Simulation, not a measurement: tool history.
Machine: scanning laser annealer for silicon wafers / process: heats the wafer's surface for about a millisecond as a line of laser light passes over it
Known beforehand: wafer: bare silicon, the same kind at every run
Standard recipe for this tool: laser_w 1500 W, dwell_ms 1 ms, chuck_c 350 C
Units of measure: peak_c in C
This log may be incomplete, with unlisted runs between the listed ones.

{"run": 1, "hour": 0.0, "laser_w": 1500, "dwell_ms": 1, "chuck_c": 350, "peak_c": 1194}
{"run": 2, "hour": 4.8, "laser_w": 1500, "dwell_ms": 1, "chuck_c": 350, "peak_c": 1193}
{"run": 3, "hour": 14.7, "laser_w": 1500, "dwell_ms": 1, "chuck_c": 350, "peak_c": 1189}
{"run": 4, "hour": 22.6, "laser_w": 1500, "dwell_ms": 1, "chuck_c": 350, "peak_c": 1194}
{"run": 5, "hour": 30.4, "laser_w": 1500, "dwell_ms": 1, "chuck_c": 350, "peak_c": 1195}
{"run": 6, "hour": 40.0, "laser_w": 1500, "dwell_ms": 1, "chuck_c": 350, "peak_c": 1190}
{"run": 7, "hour": 47.9, "laser_w": 1500, "dwell_ms": 1, "chuck_c": 350, "peak_c": 1191}
{"run": 8, "hour": 57.4, "laser_w": 1500, "dwell_ms": 1, "chuck_c": 350, "peak_c": 1190}
{"run": 9, "hour": 62.7, "laser_w": 1500, "dwell_ms": 1, "chuck_c": 350, "peak_c": 1192}
{"run": 10, "hour": 67.4, "laser_w": 1500, "dwell_ms": 1, "chuck_c": 350, "peak_c": 1191}
{"run": 11, "hour": 75.9, "laser_w": 1500, "dwell_ms": 1, "chuck_c": 350, "peak_c": 1194}
{"run": 12, "hour": 84.3, "laser_w": 1500, "dwell_ms": 1, "chuck_c": 350, "peak_c": 1194}
{"run": 13, "hour": 93.6, "laser_w": 1500, "dwell_ms": 1, "chuck_c": 319, "peak_c": 1160}
{"run": 14, "hour": 99.7, "laser_w": 1500, "dwell_ms": 1, "chuck_c": 319, "peak_c": 1165}
{"run": 15, "hour": 104.9, "laser_w": 1385, "dwell_ms": 1, "chuck_c": 350, "peak_c": 1112}
{"run": 16, "hour": 113.3, "laser_w": 1500, "dwell_ms": 0.82, "chuck_c": 350, "peak_c": 1115}
{"run": 17, "hour": 120.5, "laser_w": 1500, "dwell_ms": 0.71, "chuck_c": 350, "peak_c": 1069}
{"run": 18, "hour": 126.3, "laser_w": 1500, "dwell_ms": 0.71, "chuck_c": 352, "peak_c": 1065}
{"run": 19, "hour": 135.9, "laser_w": 1500, "dwell_ms": 0.71, "chuck_c": 352, "peak_c": 1065}
{"run": 20, "hour": 140.5, "laser_w": 1500, "dwell_ms": 0.71, "chuck_c": 352, "peak_c": 1067}
{"run": 21, "hour": 149.0, "laser_w": 1320, "dwell_ms": 1, "chuck_c": 350, "peak_c": 1069}
{"run": 22, "hour": 159.5, "laser_w": 1320, "dwell_ms": 1, "chuck_c": 350, "peak_c": 1071}
{"run": 23, "hour": 169.2, "laser_w": 1517, "dwell_ms": 1.14, "chuck_c": 350, "peak_c": 1259}
{"run": 24, "hour": 177.0, "laser_w": 1517, "dwell_ms": 1.14, "chuck_c": 350, "peak_c": 1258}
{"run": 25, "hour": 181.3, "laser_w": 1282, "dwell_ms": 0.74, "chuck_c": 350, "peak_c": 953}
{"run": 26, "hour": 189.9, "laser_w": 1500, "dwell_ms": 1, "chuck_c": 336, "peak_c": 1180}
{"run": 27, "hour": 196.2, "laser_w": 1500, "dwell_ms": 1, "chuck_c": 336, "peak_c": 1181}
{"run": 28, "hour": 204.3, "laser_w": 1500, "dwell_ms": 1, "chuck_c": 374, "peak_c": 1215}
{"run": 29, "hour": 212.2, "laser_w": 1612, "dwell_ms": 1, "chuck_c": 350, "peak_c": 1271}
{"run": 30, "hour": 220.4, "laser_w": 1612, "dwell_ms": 1.12, "chuck_c": 350, "peak_c": 1319}
{"run": 31, "hour": 228.3, "laser_w": 1612, "dwell_ms": 1.12, "chuck_c": 350, "peak_c": 1324}
{"run": 32, "hour": 235.5, "laser_w": 1578, "dwell_ms": 1.01, "chuck_c": 325, "peak_c": 1224}
{"run": 33, "hour": 245.9, "laser_w": 1578, "dwell_ms": 1.01, "chuck_c": 325, "peak_c": 1225}
{"run": 34, "hour": 254.8, "laser_w": 1579, "dwell_ms": 0.87, "chuck_c": 382, "peak_c": 1221}
{"run": 35, "hour": 261.6, "laser_w": 1538, "dwell_ms": 1, "chuck_c": 330, "peak_c": 1197}
{"run": 36, "hour": 266.3, "laser_w": 1502, "dwell_ms": 1, "chuck_c": 357, "peak_c": 1198}
{"run": 37, "hour": 272.2, "laser_w": 1490, "dwell_ms": 1.19, "chuck_c": 350, "peak_c": 1254}
{"run": 38, "hour": 279.8, "laser_w": 1643, "dwell_ms": 0.88, "chuck_c": 372, "peak_c": 1256}
{"run": 39, "hour": 285.2, "laser_w": 1546, "dwell_ms": 1.15, "chuck_c": 324, "peak_c": 1260}
{"run": 40, "hour": 291.8, "laser_w": 1603, "dwell_ms": 0.81, "chuck_c": 389, "peak_c": 1212}
{"run": 41, "hour": 301.7, "laser_w": 1331, "dwell_ms": 0.81, "chuck_c": 387, "peak_c": 1043}
{"run": 42, "hour": 307.1, "laser_w": 1456, "dwell_ms": 1, "chuck_c": 316, "peak_c": 1130}

Forecast each of these 3 alternatives for the next run:
{"run": "A", "hour": 315.2, "laser_w": 1598, "dwell_ms": 0.82, "chuck_c": 328, "peak_c": "?"}
{"run": "B", "hour": 315.2, "laser_w": 1461, "dwell_ms": 1, "chuck_c": 316, "peak_c": "?"}
{"run": "C", "hour": 315.2, "laser_w": 1464, "dwell_ms": 0.75, "chuck_c": 379, "peak_c": "?"}

run=A peak_c=1154
run=B peak_c=1133
run=C peak_c=1092
Stripped of hidden state, with their random variation kept, the same runs would have yielded:
run=A peak_c=1157
run=B peak_c=1135
run=C peak_c=1094
